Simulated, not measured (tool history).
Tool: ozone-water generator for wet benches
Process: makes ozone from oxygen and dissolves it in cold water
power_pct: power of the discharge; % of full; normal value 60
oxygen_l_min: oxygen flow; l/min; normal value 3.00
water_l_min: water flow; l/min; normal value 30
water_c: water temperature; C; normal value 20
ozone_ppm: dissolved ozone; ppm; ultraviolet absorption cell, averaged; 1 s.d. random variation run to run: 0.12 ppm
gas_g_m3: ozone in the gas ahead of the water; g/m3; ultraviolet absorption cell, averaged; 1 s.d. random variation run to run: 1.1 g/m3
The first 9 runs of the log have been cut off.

run    hour  power_pct  oxygen_l_min  water_l_min  water_c  hours of work since the electrodes were changed  hours of work since the contactor was cleaned  hours of work since the thermometer was calibrated  ozone_ppm  gas_g_m3
 10   624.9         84          3.00           30       20                                             2808                                           7854                                                 920       13.8     279.2
      726.3  -- contactor cleaned
 11   726.3         84          3.00           30       20                                             2882                                              0                                                 994       13.8     278.8
 12   771.7         84          3.00           30       20                                             2916                                             35                                                1029       13.7     278.5
 13   847.7         60          3.00           30       22                                             2974                                             93                                                1087       10.1     203.2
 14   909.7         60          2.44           30       22                                             3022                                            140                                                1134        9.3     222.4
 15  1016.5         60          2.44           30       22                                             3103                                            221                                                1215        9.1     222.3
 16  1062.5         60          2.44           30       22                                             3138                                            256                                                1250        9.2     221.3
 17  1155.1         47          2.44           30       22                                             3209                                            327                                                1321        7.2     178.8
 18  1250.5         46          3.39           19       23                                             3282                                            400                                                1394       12.7     154.3
 19  1345.3         46          3.39           19       23                                             3354                                            472                                                1466       12.7     153.6
 20  1427.5         46          3.39           19       23                                             3417                                            535                                                1529       12.6     152.0
 21  1489.2         76          3.00           30       20                                             3464                                            582                                                1576       12.4     256.6
 22  1533.5         76          3.00           30       21                                             3498                                            616                                                1610       12.6     251.4
 23  1621.6         99          3.00           44       20                                             3565                                            683                                                1677       10.4     324.0
 24  1728.1         41          3.00           31       20                                             3646                                            764                                                1758        6.9     143.2
 25  1808.3         84          1.52           41       13                                             3707                                            825                                                1819        7.1     363.6
 26  1878.8         70          3.00           30       15                                             3761                                            879                                                1873       12.0     235.5
 27  1928.9         60          3.78           30       15                                             3799                                            917                                                1911       11.4     186.9
 28  2034.0         62          3.07           20       13                                             3879                                            997                                                1991       17.8     208.8
 29  2084.6         62          5.15           26       19                                             3918                                           1036                                                2030       14.3     172.6

What will run 30 give?
 30  2164.4         62          5.15           26       19                                             3979                                           1097                                                2091          ?         ?

ozone_ppm: 14.6 ppm
gas_g_m3: 172.1 g/m3
Without the tool's hidden state the same run would have given ozone_ppm 14.6 ppm, gas_g_m3 172.2 g/m3.
